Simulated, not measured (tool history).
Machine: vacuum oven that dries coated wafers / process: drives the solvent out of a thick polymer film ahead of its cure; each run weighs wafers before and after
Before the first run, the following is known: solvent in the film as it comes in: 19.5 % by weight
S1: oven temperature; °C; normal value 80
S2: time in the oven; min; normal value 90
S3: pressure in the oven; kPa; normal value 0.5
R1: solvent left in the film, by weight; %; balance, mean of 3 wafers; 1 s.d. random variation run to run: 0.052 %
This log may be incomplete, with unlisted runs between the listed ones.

run 1 day=0 | S1=80 S2=90 S3=0.5 | R1=1.49
run 2 day=0.754 | S1=80 S2=90 S3=0.5 | R1=1.48
run 3 day=1.733 | S1=80 S2=90 S3=0.5 | R1=1.44
run 4 day=2.429 | S1=72 S2=90 S3=0.5 | R1=3.21
run 5 day=3.725 | S1=80 S2=90 S3=0.5 | R1=1.58
run 6 day=5.079 | S1=79 S2=90 S3=0.5 | R1=1.6
run 7 day=6.262 | S1=79 S2=90 S3=0.5 | R1=1.65
run 8 day=7.312 | S1=72 S2=90 S3=0.5 | R1=3.31
run 9 day=8.783 | S1=72 S2=90 S3=0.5 | R1=3.22
run 10 day=10.288 | S1=72 S2=90 S3=0.5 | R1=3.21
run 11 day=10.996 | S1=72 S2=90 S3=0.5 | R1=3.26
run 12 day=11.638 | S1=80 S2=90 S3=0.884 | R1=1.9
run 13 day=12.696 | S1=80 S2=90 S3=0.5 | R1=1.4
run 14 day=13.346 | S1=80 S2=90 S3=0.5 | R1=1.56
run 15 day=14.367 | S1=80 S2=90 S3=0.5 | R1=1.5
run 16 day=15.362 | S1=80 S2=90 S3=0.5 | R1=1.6
run 17 day=16.433 | S1=80 S2=90 S3=0.5 | R1=1.56
run 18 day=17.708 | S1=80 S2=90 S3=0.5 | R1=1.41
run 19 day=18.929 | S1=80 S2=90 S3=0.646 | R1=1.67
run 20 day=20.192 | S1=80 S2=90 S3=0.646 | R1=1.65
run 21 day=21.367 | S1=80 S2=90 S3=0.624 | R1=1.61
run 22 day=22.3 | S1=80 S2=90 S3=0.624 | R1=1.65
run 23 day=23.433 | S1=79 S2=143 S3=0.421 | R1=0.91
-- day=23.604 oven's thermocouples calibrated
run 24 day=24.983 | S1=79 S2=143 S3=0.421 | R1=0.85
run 25 day=25.8 | S1=72 S2=148 S3=0.59 | R1=1.79
run 26 day=27.146 | S1=72 S2=148 S3=0.59 | R1=1.76
run 27 day=28.121 | S1=75 S2=63 S3=0.927 | R1=4.32
-- day=29.325 oven's thermocouples calibrated, once more
run 28 day=29.475 | S1=75 S2=112 S3=0.927 | R1=2.78
run 29 day=30.779 | S1=81 S2=98 S3=0.713 | R1=1.58
run 30 day=31.429 | S1=94 S2=141 S3=0.609 | R1=0.56
run 31 day=32.854 | S1=95 S2=139 S3=0.484 | R1=0.49
run 32 day=33.833 | S1=95 S2=139 S3=0.484 | R1=0.45
run 33 day=35.017 | S1=71 S2=139 S3=0.292 | R1=2.07
run 34 day=36.5 | S1=80 S2=119 S3=1.384 | R1=2.32
run 35 day=37.712 | S1=80 S2=119 S3=0.856 | R1=1.6
run 36 day=38.812 | S1=72 S2=46 S3=0.31 | R1=6.8
run 37 day=39.454 | S1=71 S2=68 S3=0.728 | R1=5.69
run 38 day=40.575 | S1=95 S2=47 S3=0.562 | R1=1.04
run 39 day=42.075 | S1=95 S2=47 S3=0.562 | R1=1.04
run 40 day=43.475 | S1=88 S2=90 S3=0.791 | R1=1.06
run 41 day=44.554 | S1=68 S2=132 S3=1.549 | R1=5.29
run 42 day=46.096 | S1=78 S2=82 S3=0.5 | R1=2.38
run 43 day=47.179 | S1=82 S2=91 S3=0.5 | R1=1.39

3 options for the next run, each taken on its own from the tool as it stands now. Forecast them:
run A day=48.521 | S1=80 S2=90 S3=1.528 | R1=?
run B day=48.521 | S1=80 S2=90 S3=0.442 | R1=?
run C day=48.521 | S1=82 S2=91 S3=0.283 | R1=?

run=A R1=2.98
run=B R1=1.78
run=C R1=1.18
With no hidden state in the tool, these same runs would have given:
run=A R1=2.73
run=B R1=1.53
run=C R1=0.94

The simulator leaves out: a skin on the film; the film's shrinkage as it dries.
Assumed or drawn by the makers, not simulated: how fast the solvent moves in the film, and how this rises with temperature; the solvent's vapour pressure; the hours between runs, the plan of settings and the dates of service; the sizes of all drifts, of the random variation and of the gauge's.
